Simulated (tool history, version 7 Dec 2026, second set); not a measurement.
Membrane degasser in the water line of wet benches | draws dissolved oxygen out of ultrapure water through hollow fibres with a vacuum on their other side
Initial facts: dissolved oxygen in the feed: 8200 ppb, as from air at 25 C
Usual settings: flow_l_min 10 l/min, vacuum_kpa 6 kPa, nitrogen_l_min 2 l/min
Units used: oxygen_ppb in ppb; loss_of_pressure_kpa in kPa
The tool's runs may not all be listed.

{"run": 1, "day": 0.0, "flow_l_min": 10, "vacuum_kpa": 6, "nitrogen_l_min": 2, "oxygen_ppb": 136.6, "loss_of_pressure_kpa": 32.82}
{"run": 2, "day": 4.083, "flow_l_min": 10, "vacuum_kpa": 6, "nitrogen_l_min": 2, "oxygen_ppb": 136.7, "loss_of_pressure_kpa": 32.83}
{"run": 3, "day": 7.854, "flow_l_min": 10, "vacuum_kpa": 6, "nitrogen_l_min": 2, "oxygen_ppb": 137.6, "loss_of_pressure_kpa": 32.79}
{"day": 12.708, "done": "vacuum gauge calibrated"}
{"run": 4, "day": 12.708, "flow_l_min": 10, "vacuum_kpa": 6, "nitrogen_l_min": 2, "oxygen_ppb": 134.9, "loss_of_pressure_kpa": 32.8}
{"run": 5, "day": 15.758, "flow_l_min": 10, "vacuum_kpa": 6, "nitrogen_l_min": 2, "oxygen_ppb": 136.1, "loss_of_pressure_kpa": 32.87}
{"run": 6, "day": 20.771, "flow_l_min": 10, "vacuum_kpa": 6, "nitrogen_l_min": 2, "oxygen_ppb": 136.8, "loss_of_pressure_kpa": 32.87}
{"run": 7, "day": 26.35, "flow_l_min": 10, "vacuum_kpa": 6, "nitrogen_l_min": 2.29, "oxygen_ppb": 131, "loss_of_pressure_kpa": 32.76}
{"run": 8, "day": 28.992, "flow_l_min": 10, "vacuum_kpa": 6, "nitrogen_l_min": 2.29, "oxygen_ppb": 132.6, "loss_of_pressure_kpa": 32.92}
{"run": 9, "day": 35.188, "flow_l_min": 10, "vacuum_kpa": 6, "nitrogen_l_min": 2.29, "oxygen_ppb": 132.3, "loss_of_pressure_kpa": 32.81}
{"run": 10, "day": 40.517, "flow_l_min": 10, "vacuum_kpa": 6, "nitrogen_l_min": 2.29, "oxygen_ppb": 132.8, "loss_of_pressure_kpa": 32.85}
{"run": 11, "day": 46.012, "flow_l_min": 10, "vacuum_kpa": 6, "nitrogen_l_min": 2.29, "oxygen_ppb": 131.5, "loss_of_pressure_kpa": 32.96}
{"run": 12, "day": 52.146, "flow_l_min": 10, "vacuum_kpa": 6, "nitrogen_l_min": 2.29, "oxygen_ppb": 131.2, "loss_of_pressure_kpa": 32.98}
{"run": 13, "day": 54.746, "flow_l_min": 10, "vacuum_kpa": 6, "nitrogen_l_min": 2.29, "oxygen_ppb": 133.2, "loss_of_pressure_kpa": 32.82}
{"run": 14, "day": 60.933, "flow_l_min": 10, "vacuum_kpa": 6, "nitrogen_l_min": 2.29, "oxygen_ppb": 133.1, "loss_of_pressure_kpa": 33}
{"run": 15, "day": 64.267, "flow_l_min": 10, "vacuum_kpa": 6, "nitrogen_l_min": 2, "oxygen_ppb": 138.2, "loss_of_pressure_kpa": 33.14}
{"run": 16, "day": 67.017, "flow_l_min": 10, "vacuum_kpa": 6, "nitrogen_l_min": 2, "oxygen_ppb": 136.8, "loss_of_pressure_kpa": 32.94}
{"run": 17, "day": 73.046, "flow_l_min": 6, "vacuum_kpa": 7.66, "nitrogen_l_min": 1.07, "oxygen_ppb": 85.5, "loss_of_pressure_kpa": 19.92}
{"run": 18, "day": 78.104, "flow_l_min": 11, "vacuum_kpa": 4.02, "nitrogen_l_min": 2.42, "oxygen_ppb": 141.9, "loss_of_pressure_kpa": 36.3}
{"run": 19, "day": 84.329, "flow_l_min": 11, "vacuum_kpa": 4.02, "nitrogen_l_min": 2.42, "oxygen_ppb": 141.2, "loss_of_pressure_kpa": 36.16}
{"run": 20, "day": 88.942, "flow_l_min": 11, "vacuum_kpa": 4.02, "nitrogen_l_min": 2.42, "oxygen_ppb": 140.6, "loss_of_pressure_kpa": 36.24}
{"run": 21, "day": 92.996, "flow_l_min": 6, "vacuum_kpa": 4.54, "nitrogen_l_min": 2.93, "oxygen_ppb": 26.3, "loss_of_pressure_kpa": 19.88}
{"run": 22, "day": 95.696, "flow_l_min": 8, "vacuum_kpa": 8.41, "nitrogen_l_min": 3.17, "oxygen_ppb": 87.3, "loss_of_pressure_kpa": 26.31}

What does the tool deliver on the next run?
{"run": 23, "day": 100.242, "flow_l_min": 8, "vacuum_kpa": 8.41, "nitrogen_l_min": 3.17, "oxygen_ppb": "?", "loss_of_pressure_kpa": "?"}

oxygen_ppb: 88.6 ppb
loss_of_pressure_kpa: 26.49 kPa
Take away the tool's hidden state, keep the run-to-run variation as it was, and the same run would have given oxygen_ppb 83.1 ppb, loss_of_pressure_kpa 26.27 kPa.
